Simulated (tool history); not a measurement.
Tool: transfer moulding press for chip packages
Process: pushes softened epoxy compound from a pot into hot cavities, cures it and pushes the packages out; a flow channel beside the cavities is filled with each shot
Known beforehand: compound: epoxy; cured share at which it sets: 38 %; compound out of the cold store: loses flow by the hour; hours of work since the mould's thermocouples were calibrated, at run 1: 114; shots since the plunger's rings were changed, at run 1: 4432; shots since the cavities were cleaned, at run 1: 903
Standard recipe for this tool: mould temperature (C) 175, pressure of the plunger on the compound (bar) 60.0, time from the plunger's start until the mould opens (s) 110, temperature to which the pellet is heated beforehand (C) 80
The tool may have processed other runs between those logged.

| run | hour | mould temperature (C) | pressure of the plunger on the compound (bar) | time from the plunger's start until the mould opens (s) | temperature to which the pellet is heated beforehand (C) | hours of work since the mould's thermocouples were calibrated | shots since the plunger's rings were changed | shots since the cavities were cleaned | incoming compound's hours out of the cold store | length that the compound runs in the flow channel (mm) | greatest force on the pins that push the packages out (N) |
|---|---|---|---|---|---|---|---|---|---|---|---|
| 1 | 0.0 | 175 | 60.0 | 110 | 80 | 114 | 4432 | 903 | 22.8 | 898 | 711 |
|  | 4.2 | cavities cleaned with cleaning compound and waxed |
| 2 | 6.7 | 175 | 60.0 | 110 | 80 | 116 | 4469 | 18 | 23.7 | 917 | 544 |
| 3 | 13.7 | 170 | 60.0 | 110 | 80 | 118 | 4519 | 68 | 24.9 | 940 | 804 |
| 4 | 21.0 | 171 | 60.0 | 110 | 80 | 121 | 4572 | 121 | 24.8 | 935 | 732 |
| 5 | 30.6 | 171 | 60.0 | 110 | 80 | 125 | 4640 | 189 | 15.1 | 938 | 788 |
| 6 | 36.7 | 175 | 60.0 | 110 | 80 | 128 | 4683 | 232 | 43.2 | 878 | 574 |
| 7 | 42.2 | 175 | 60.0 | 110 | 80 | 130 | 4722 | 271 | 33.3 | 887 | 565 |
| 8 | 49.2 | 175 | 60.0 | 110 | 80 | 133 | 4772 | 321 | 9.4 | 937 | 621 |
| 9 | 55.4 | 175 | 60.0 | 110 | 80 | 135 | 4816 | 365 | 42.7 | 871 | 610 |
| 10 | 63.4 | 175 | 60.0 | 110 | 76 | 138 | 4873 | 422 | 26.3 | 916 | 602 |
| 11 | 67.5 | 175 | 60.0 | 110 | 86 | 140 | 4903 | 452 | 28.2 | 899 | 615 |
| 12 | 75.2 | 175 | 60.0 | 133 | 86 | 143 | 4958 | 507 | 18.0 | 912 | 499 |
| 13 | 80.6 | 175 | 60.0 | 110 | 80 | 145 | 4996 | 545 | 38.2 | 869 | 603 |
| 14 | 88.9 | 175 | 60.0 | 110 | 80 | 149 | 5056 | 605 | 15.4 | 920 | 671 |
| 15 | 97.9 | 175 | 60.0 | 110 | 80 | 152 | 5119 | 668 | 39.4 | 863 | 633 |
| 16 | 105.6 | 175 | 58.0 | 99 | 72 | 155 | 5174 | 723 | 9.0 | 910 | 880 |
| 17 | 114.3 | 183 | 66.6 | 105 | 84 | 159 | 5236 | 785 | 11.0 | 948 | 512 |
| 18 | 121.6 | 183 | 66.6 | 105 | 84 | 162 | 5289 | 838 | 25.0 | 916 | 524 |
| 19 | 131.0 | 175 | 61.4 | 120 | 80 | 166 | 5356 | 905 | 40.0 | 878 | 575 |
|  | 134.9 | cavities cleaned with cleaning compound and waxed |
| 20 | 141.1 | 175 | 61.4 | 120 | 80 | 169 | 5417 | 44 | 30.7 | 896 | 468 |
| 21 | 149.8 | 175 | 61.4 | 120 | 80 | 172 | 5479 | 106 | 43.5 | 855 | 453 |
| 22 | 154.9 | 175 | 60.0 | 106 | 74 | 175 | 5515 | 142 | 21.3 | 912 | 630 |
| 23 | 164.5 | 167 | 60.0 | 123 | 80 | 178 | 5584 | 211 | 32.3 | 921 | 840 |
| 24 | 173.2 | 167 | 60.0 | 123 | 80 | 182 | 5646 | 273 | 30.8 | 925 | 836 |
| 25 | 181.9 | 167 | 60.0 | 123 | 80 | 185 | 5708 | 335 | 17.8 | 949 | 902 |
| 26 | 187.4 | 175 | 72.7 | 106 | 80 | 188 | 5747 | 374 | 39.2 | 949 | 646 |
| 27 | 191.4 | 175 | 72.7 | 106 | 80 | 189 | 5776 | 403 | 21.4 | 974 | 675 |
| 28 | 198.9 | 175 | 72.7 | 106 | 80 | 192 | 5829 | 456 | 34.0 | 948 | 648 |
| 29 | 206.6 | 175 | 72.7 | 106 | 80 | 195 | 5884 | 511 | 37.2 | 947 | 680 |

Across each entry between runs, compare the hidden state at the last listed run before it with the hidden state at the first listed run after it:
Between runs 1 and 2: cavities cleaned with cleaning compound and waxed (hour 4.2)
  pressure that reaches the compound, % of what is set: 89.17 -> 89.08; grip of the stained cavities, % over clean ones': 35.1 -> 1.3
  measured result minus the result with no hidden state, length that the compound runs in the flow channel (mm): -52 -> -54; greatest force on the pins that push the packages out (N): +186 -> +12
Between runs 19 and 20: cavities cleaned with cleaning compound and waxed (hour 134.9)
  pressure that reaches the compound, % of what is set: 86.94 -> 86.8; grip of the stained cavities, % over clean ones': 33.9 -> 4.6
  measured result minus the result with no hidden state, length that the compound runs in the flow channel (mm): -64 -> -65; greatest force on the pins that push the packages out (N): +146 -> +22
